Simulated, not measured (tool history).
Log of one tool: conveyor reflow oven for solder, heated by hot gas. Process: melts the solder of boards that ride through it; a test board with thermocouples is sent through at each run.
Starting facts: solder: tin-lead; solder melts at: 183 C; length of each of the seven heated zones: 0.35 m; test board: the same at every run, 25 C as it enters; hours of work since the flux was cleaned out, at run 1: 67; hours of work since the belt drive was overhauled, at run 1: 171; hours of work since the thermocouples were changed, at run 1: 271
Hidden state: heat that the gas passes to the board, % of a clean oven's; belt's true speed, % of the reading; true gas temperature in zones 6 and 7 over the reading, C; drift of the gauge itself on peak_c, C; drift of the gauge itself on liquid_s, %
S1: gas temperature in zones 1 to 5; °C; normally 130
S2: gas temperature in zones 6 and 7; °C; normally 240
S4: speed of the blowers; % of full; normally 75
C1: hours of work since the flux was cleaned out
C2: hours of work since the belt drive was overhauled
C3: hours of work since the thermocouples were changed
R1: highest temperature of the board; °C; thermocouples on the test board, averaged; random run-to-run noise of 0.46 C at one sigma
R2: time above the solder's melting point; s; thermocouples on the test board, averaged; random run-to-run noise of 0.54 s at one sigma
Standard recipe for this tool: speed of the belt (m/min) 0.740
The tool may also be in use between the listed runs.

Run 1, hour 0.0: usual settings; C1 67; C2 171; C3 271. Result: R1 219.8 °C, R2 42.7 s.
Run 2, hour 46.3: usual settings but S1 135 °C; C1 87; C2 191; C3 291. Result: R1 221.6 °C, R2 44.0 s.
Run 3, hour 77.6: usual settings but S1 135 °C; C1 100; C2 205; C3 305. Result: R1 220.5 °C, R2 44.2 s.
Run 4, hour 117.9: usual settings; C1 118; C2 222; C3 323. Result: R1 219.6 °C, R2 42.0 s.
Run 5, hour 168.3: usual settings but S1 140 °C; C1 140; C2 244; C3 344. Result: R1 220.5 °C, R2 44.7 s.
Run 6, hour 210.8: usual settings but S1 140 °C; C1 158; C2 263; C3 363. Result: R1 221.7 °C, R2 45.8 s.
Run 7, hour 254.7: usual settings; C1 177; C2 282; C3 382. Result: R1 219.5 °C, R2 42.7 s.
Run 8, hour 281.3: usual settings; C1 189; C2 293; C3 393. Result: R1 218.7 °C, R2 42.1 s.
At hour 322.2: flux residue cleaned out of gas plates and filters.
Run 9, hour 334.1: usual settings; C1 5; C2 314; C3 414. Result: R1 221.4 °C, R2 43.0 s.
Run 10, hour 361.4: usual settings; C1 17; C2 326; C3 426. Result: R1 221.3 °C, R2 43.0 s.
Run 11, hour 402.8: usual settings; C1 35; C2 344; C3 444. Result: R1 221.5 °C, R2 43.2 s.
Run 12, hour 426.6: usual settings but speed of the belt (m/min) 0.613; C1 45; C2 354; C3 454. Result: R1 226.1 °C, R2 55.0 s.
Run 13, hour 473.9: usual settings but S1 144 °C; C1 66; C2 375; C3 475. Result: R1 223.9 °C, R2 46.9 s.
Run 14, hour 523.2: usual settings but S1 144 °C, S2 236 °C; C1 87; C2 396; C3 496. Result: R1 219.4 °C, R2 43.6 s.
Run 15, hour 560.2: usual settings but S1 144 °C, S2 236 °C; C1 103; C2 412; C3 512. Result: R1 219.0 °C, R2 46.4 s.
Run 16, hour 604.1: usual settings but S2 229 °C, speed of the belt (m/min) 0.843; C1 122; C2 431; C3 532. Result: R1 206.2 °C, R2 28.2 s.
Run 17, hour 637.6: usual settings but S2 229 °C, speed of the belt (m/min) 0.843; C1 137; C2 446; C3 546. Result: R1 206.4 °C, R2 28.3 s.
Run 18, hour 668.9: usual settings but S2 229 °C, speed of the belt (m/min) 0.843; C1 151; C2 460; C3 560. Result: R1 206.0 °C, R2 28.4 s.
Run 19, hour 721.0: usual settings but S1 121 °C, S2 249 °C, speed of the belt (m/min) 0.853, S4 66 % of full; C1 173; C2 482; C3 582. Result: R1 215.2 °C, R2 32.0 s.
Run 20, hour 770.9: usual settings but S1 137 °C, S2 236 °C, speed of the belt (m/min) 0.630; C1 195; C2 504; C3 604. Result: R1 223.2 °C, R2 54.3 s.
At hour 796.8: flux residue cleaned out of gas plates and filters.
Run 21, hour 823.7: usual settings but speed of the belt (m/min) 0.716; C1 12; C2 525; C3 625. Result: R1 223.3 °C, R2 46.1 s.
At hour 830.7: belt drive overhauled, speed set with a stopwatch.
Run 22, hour 851.0: usual settings but S1 131 °C, S2 254 °C, speed of the belt (m/min) 0.716, S4 58 % of full; C1 22; C2 9; C3 635. Result: R1 228.2 °C, R2 49.1 s.
Run 23, hour 877.7: usual settings but S1 144 °C, S2 245 °C, speed of the belt (m/min) 0.796, S4 71 % of full; C1 33; C2 20; C3 646. Result: R1 225.0 °C, R2 46.2 s.
Run 24, hour 916.5: usual settings but speed of the belt (m/min) 0.669, S4 88 % of full; C1 50; C2 37; C3 663. Result: R1 228.8 °C, R2 52.5 s.
Run 25, hour 946.7: usual settings but speed of the belt (m/min) 0.669, S4 88 % of full; C1 63; C2 50; C3 676. Result: R1 228.0 °C, R2 52.2 s.
Run 26, hour 985.4: usual settings but S1 142 °C, S2 234 °C, speed of the belt (m/min) 0.668; C1 80; C2 67; C3 693. Result: R1 221.6 °C, R2 51.9 s.
Run 27, hour 1028.9: usual settings but S1 142 °C, S2 234 °C, speed of the belt (m/min) 0.668; C1 99; C2 86; C3 712. Result: R1 221.2 °C, R2 52.3 s.
Run 28, hour 1082.1: usual settings but S1 139 °C, S2 234 °C, speed of the belt (m/min) 0.882, S4 57 % of full; C1 122; C2 109; C3 735. Result: R1 204.0 °C, R2 24.7 s.
Run 29, hour 1106.9: usual settings but S1 139 °C, S2 234 °C, speed of the belt (m/min) 0.882, S4 57 % of full; C1 133; C2 120; C3 746. Result: R1 203.7 °C, R2 27.1 s.

Predict each of these 4 candidate next runs independently; none follows another, all start after run 29:
Run A, hour 1135.4: usual settings but speed of the belt (m/min) 0.858; C1 145; C2 132; C3 758. Result: R1 ?, R2 ?.
Run B, hour 1135.4: usual settings but S2 251 °C, S4 78 % of full; C1 145; C2 132; C3 758. Result: R1 ?, R2 ?.
Run C, hour 1135.4: usual settings but S1 139 °C, S2 234 °C, speed of the belt (m/min) 0.643, S4 57 % of full; C1 145; C2 132; C3 758. Result: R1 ?, R2 ?.
Run D, hour 1135.4: usual settings but speed of the belt (m/min) 0.632, S4 64 % of full; C1 145; C2 132; C3 758. Result: R1 ?, R2 ?.

run     R1    R2
  A  214.4  34.2
  B  232.1  49.3
  C  217.2  49.5
  D  223.0  52.7
Take away the tool's hidden state, keep each run's random variation, and the runs would have read:
run     R1    R2
  A  213.5  32.9
  B  231.1  47.7
  C  215.7  47.3
  D  221.6  50.6
